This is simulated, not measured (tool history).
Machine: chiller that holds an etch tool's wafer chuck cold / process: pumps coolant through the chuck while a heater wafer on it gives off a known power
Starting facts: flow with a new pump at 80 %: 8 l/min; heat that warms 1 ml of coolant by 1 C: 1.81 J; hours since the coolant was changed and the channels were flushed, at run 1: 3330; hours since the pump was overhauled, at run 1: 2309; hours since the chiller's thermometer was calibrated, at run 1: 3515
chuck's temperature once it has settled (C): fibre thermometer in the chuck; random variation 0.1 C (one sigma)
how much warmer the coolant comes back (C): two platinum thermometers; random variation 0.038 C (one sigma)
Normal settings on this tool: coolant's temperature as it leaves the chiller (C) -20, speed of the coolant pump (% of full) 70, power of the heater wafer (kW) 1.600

run	day	coolant's temperature as it leaves the chiller (C)	speed of the coolant pump (% of full)	power of the heater wafer (kW)	hours since the coolant was changed and the channels were flushed	hours since the pump was overhauled	hours since the chiller's thermometer was calibrated	chuck's temperature once it has settled (C)	how much warmer the coolant comes back (C)
1	0.000	-20	70	1.600	3330	2309	3515	3.8	7.69
2	1.175	-20	70	1.801	3358	2337	3544	6.7	8.59
3	3.796	-20	70	1.324	3421	2400	3607	-0.2	6.40
4	5.850	-20	70	1.324	3470	2449	3656	-0.6	6.36
5	7.296	-20	70	1.600	3505	2484	3691	3.8	7.77
6	8.967	-20	70	1.600	3545	2524	3731	3.8	7.69
7	10.704	-20	70	1.600	3587	2566	3772	3.6	7.86
8	13.308	-11	97	1.600	3649	2628	3835	6.7	5.62
9	15.962	-11	97	1.600	3713	2692	3899	6.6	5.76
10	17.725	-12	95	2.021	3755	2734	3941	10.6	7.34

What will run 11 give?
11	19.350	-14	70	1.344	3794	2773	3980	?	?

Run 11 came out at chuck's temperature once it has settled (C) 5.8, how much warmer the coolant comes back (C) 6.76.
With no hidden state in the tool, this same run would have given chuck's temperature once it has settled (C) 5.8, how much warmer the coolant comes back (C) 6.40.

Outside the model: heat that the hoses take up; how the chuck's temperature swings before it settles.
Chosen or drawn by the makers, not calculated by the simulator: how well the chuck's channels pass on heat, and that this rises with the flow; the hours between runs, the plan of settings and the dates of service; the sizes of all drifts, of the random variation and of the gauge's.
